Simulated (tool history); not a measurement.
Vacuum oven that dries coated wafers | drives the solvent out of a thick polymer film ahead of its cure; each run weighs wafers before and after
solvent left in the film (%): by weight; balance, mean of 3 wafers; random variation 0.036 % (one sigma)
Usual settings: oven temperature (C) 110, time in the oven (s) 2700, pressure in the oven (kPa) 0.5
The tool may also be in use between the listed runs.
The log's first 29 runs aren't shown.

{"run": 30, "hour": 536.0, "oven temperature (C)": 108, "time in the oven (s)": 1860, "pressure in the oven (kPa)": 0.327, "solvent left in the film (%)": 2.32}
{"run": 31, "hour": 552.7, "oven temperature (C)": 104, "time in the oven (s)": 4020, "pressure in the oven (kPa)": 0.303, "solvent left in the film (%)": 0.78}
{"run": 32, "hour": 574.0, "oven temperature (C)": 106, "time in the oven (s)": 2160, "pressure in the oven (kPa)": 0.5, "solvent left in the film (%)": 2.34}
{"run": 33, "hour": 593.8, "oven temperature (C)": 110, "time in the oven (s)": 2400, "pressure in the oven (kPa)": 0.259, "solvent left in the film (%)": 1.04}
{"run": 34, "hour": 617.0, "oven temperature (C)": 98, "time in the oven (s)": 2940, "pressure in the oven (kPa)": 1.885, "solvent left in the film (%)": 4.89}
{"run": 35, "hour": 636.0, "oven temperature (C)": 122, "time in the oven (s)": 4260, "pressure in the oven (kPa)": 0.907, "solvent left in the film (%)": 0.58}
{"run": 36, "hour": 654.3, "oven temperature (C)": 99, "time in the oven (s)": 4260, "pressure in the oven (kPa)": 0.905, "solvent left in the film (%)": 2.14}
{"run": 37, "hour": 669.4, "oven temperature (C)": 110, "time in the oven (s)": 1500, "pressure in the oven (kPa)": 0.303, "solvent left in the film (%)": 2.7}
{"run": 38, "hour": 683.1, "oven temperature (C)": 110, "time in the oven (s)": 1500, "pressure in the oven (kPa)": 0.303, "solvent left in the film (%)": 2.73}
{"run": 39, "hour": 700.2, "oven temperature (C)": 111, "time in the oven (s)": 4320, "pressure in the oven (kPa)": 1.691, "solvent left in the film (%)": 1.52}
{"run": 40, "hour": 717.2, "oven temperature (C)": 111, "time in the oven (s)": 4320, "pressure in the oven (kPa)": 1.691, "solvent left in the film (%)": 1.51}
{"run": 41, "hour": 731.3, "oven temperature (C)": 111, "time in the oven (s)": 4320, "pressure in the oven (kPa)": 1.691, "solvent left in the film (%)": 1.59}
{"hour": 755.8, "done": "oven's thermocouples calibrated"}
{"run": 42, "hour": 757.0, "oven temperature (C)": 115, "time in the oven (s)": 4320, "pressure in the oven (kPa)": 1.691, "solvent left in the film (%)": 1.32}
{"run": 43, "hour": 772.6, "oven temperature (C)": 124, "time in the oven (s)": 2700, "pressure in the oven (kPa)": 0.87, "solvent left in the film (%)": 0.54}
{"run": 44, "hour": 788.7, "oven temperature (C)": 103, "time in the oven (s)": 4800, "pressure in the oven (kPa)": 1.532, "solvent left in the film (%)": 2.03}
{"run": 45, "hour": 799.9, "oven temperature (C)": 114, "time in the oven (s)": 1560, "pressure in the oven (kPa)": 0.5, "solvent left in the film (%)": 1.77}
{"run": 46, "hour": 818.8, "oven temperature (C)": 110, "time in the oven (s)": 2700, "pressure in the oven (kPa)": 0.673, "solvent left in the film (%)": 1.14}
{"run": 47, "hour": 838.6, "oven temperature (C)": 110, "time in the oven (s)": 2700, "pressure in the oven (kPa)": 0.673, "solvent left in the film (%)": 1.12}
{"run": 48, "hour": 853.4, "oven temperature (C)": 105, "time in the oven (s)": 2700, "pressure in the oven (kPa)": 0.421, "solvent left in the film (%)": 1.72}

3 ways to go on from here, each from the tool as it stands after run 48. What would each give?
{"run": "A", "hour": 871.6, "oven temperature (C)": 120, "time in the oven (s)": 4200, "pressure in the oven (kPa)": 0.251, "solvent left in the film (%)": "?"}
{"run": "B", "hour": 871.6, "oven temperature (C)": 110, "time in the oven (s)": 1680, "pressure in the oven (kPa)": 0.461, "solvent left in the film (%)": "?"}
{"run": "C", "hour": 871.6, "oven temperature (C)": 101, "time in the oven (s)": 2700, "pressure in the oven (kPa)": 0.395, "solvent left in the film (%)": "?"}

run=A solvent_left_in_the_film_(%)=0.16
run=B solvent_left_in_the_film_(%)=2.4
run=C solvent_left_in_the_film_(%)=2.6
Without the tool's hidden state the same runs would have given:
run=A solvent_left_in_the_film_(%)=0.16
run=B solvent_left_in_the_film_(%)=2.39
run=C solvent_left_in_the_film_(%)=2.59
